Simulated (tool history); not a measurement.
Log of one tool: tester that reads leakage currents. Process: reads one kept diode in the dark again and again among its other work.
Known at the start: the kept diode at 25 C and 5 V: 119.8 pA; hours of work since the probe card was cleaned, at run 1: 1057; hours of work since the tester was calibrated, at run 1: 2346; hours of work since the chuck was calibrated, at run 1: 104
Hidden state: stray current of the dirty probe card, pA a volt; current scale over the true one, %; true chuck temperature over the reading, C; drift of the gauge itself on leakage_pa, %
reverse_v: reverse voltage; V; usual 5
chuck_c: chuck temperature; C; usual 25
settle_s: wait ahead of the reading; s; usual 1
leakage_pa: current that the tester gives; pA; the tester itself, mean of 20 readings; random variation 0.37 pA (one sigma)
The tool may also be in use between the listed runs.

| run | day | reverse_v | chuck_c | settle_s | hours of work since the probe card was cleaned | hours of work since the tester was calibrated | hours of work since the chuck was calibrated | leakage_pa |
|---|---|---|---|---|---|---|---|---|
| 1 | 0 | 5 | 25 | 1 | 1057 | 2346 | 104 | 127.7 |
| 2 | 3.7 | 5 | 25 | 1 | 1115 | 2404 | 163 | 126.7 |
| 3 | 7.054 | 5 | 25 | 1 | 1167 | 2456 | 215 | 126.06 |
| 4 | 11.317 | 5 | 25 | 1 | 1234 | 2523 | 282 | 125.98 |
| 5 | 14.379 | 5 | 25 | 1.83 | 1282 | 2571 | 330 | 124.32 |
| 6 | 19.275 | 5 | 25 | 1 | 1359 | 2648 | 407 | 123.98 |
| 7 | 21.633 | 5 | 23 | 1 | 1396 | 2685 | 444 | 106.63 |
| 8 | 23.967 | 5 | 23 | 1 | 1433 | 2722 | 480 | 106.89 |
| 9 | 28.512 | 15.66 | 25 | 1 | 1504 | 2793 | 552 | 206.09 |
|  | 28.979 | probe card cleaned and baked |
| 10 | 32.171 | 15.66 | 41 | 1 | 50 | 2849 | 607 | 558.5 |
| 11 | 36.846 | 5 | 28 | 1 | 123 | 2922 | 681 | 139.01 |
|  | 37.346 | tester calibrated |
| 12 | 41.279 | 5 | 25 | 0.41 | 192 | 62 | 749 | 111.61 |
| 13 | 44.104 | 11.32 | 25 | 0.41 | 236 | 106 | 793 | 157.08 |
|  | 47.912 | tester calibrated, once more |
| 14 | 49.371 | 2.08 | 25 | 1 | 317 | 23 | 875 | 75.1 |
| 15 | 51.596 | 3.36 | 25 | 1 | 352 | 58 | 909 | 90.42 |
| 16 | 56.658 | 3.36 | 25 | 1 | 432 | 137 | 989 | 90.01 |
| 17 | 60.854 | 8.18 | 28 | 2.2 | 498 | 203 | 1055 | 159.12 |
|  | 61.346 | chuck's temperature calibrated |
| 18 | 63.142 | 8.18 | 28 | 2.2 | 532 | 238 | 28 | 188.07 |
| 19 | 67.262 | 8.18 | 28 | 2.2 | 597 | 302 | 93 | 187.55 |
| 20 | 69.729 | 8.18 | 28 | 2.2 | 635 | 341 | 132 | 185.75 |
| 21 | 73.504 | 8.18 | 28 | 2.2 | 695 | 400 | 191 | 184.3 |
| 22 | 78.671 | 2.88 | 25 | 1 | 776 | 481 | 272 | 96.3 |
| 23 | 81.362 | 5 | 57 | 1 | 818 | 524 | 314 | 1060.18 |
| 24 | 86.275 | 5 | 26 | 1 | 895 | 601 | 391 | 128.27 |
| 25 | 90.921 | 5 | 40 | 1.2 | 968 | 674 | 464 | 343.5 |
| 26 | 93.896 | 10.99 | 29 | 3.09 | 1015 | 720 | 511 | 218.19 |
| 27 | 97.583 | 10.99 | 29 | 3.09 | 1073 | 778 | 569 | 218.11 |
| 28 | 100.912 | 6.26 | 28 | 3.09 | 1125 | 830 | 621 | 158.18 |
| 29 | 105.196 | 6.26 | 28 | 3.09 | 1192 | 897 | 688 | 157.25 |
| 30 | 108.862 | 6.06 | 25 | 2.23 | 1249 | 955 | 746 | 124.69 |
| 31 | 114.125 | 5 | 25 | 5.19 | 1332 | 1038 | 828 | 113.14 |

Some steps in leakage_pa between neighbouring runs. How much of each would the tool show without its hidden state too (settings, what came in, random variation), and how much is left for the hidden state, with any gauge scatter that isn't in both results?
Run 9 -> 10: chuck_c 25 -> 41, probe card cleaned and baked. leakage_pa +352.41 pA: hidden state -59.75, all else +412.16.
Run 10 -> 11: reverse_v 15.66 -> 5, chuck_c 41 -> 28. leakage_pa -419.49 pA: hidden state +30.72, all else -450.21.
Run 22 -> 23: reverse_v 2.88 -> 5, chuck_c 25 -> 57. leakage_pa +963.88 pA: hidden state -34.24, all else +998.12.
Run 23 -> 24: chuck_c 57 -> 26. leakage_pa -931.91 pA: hidden state +33.05, all else -964.96.

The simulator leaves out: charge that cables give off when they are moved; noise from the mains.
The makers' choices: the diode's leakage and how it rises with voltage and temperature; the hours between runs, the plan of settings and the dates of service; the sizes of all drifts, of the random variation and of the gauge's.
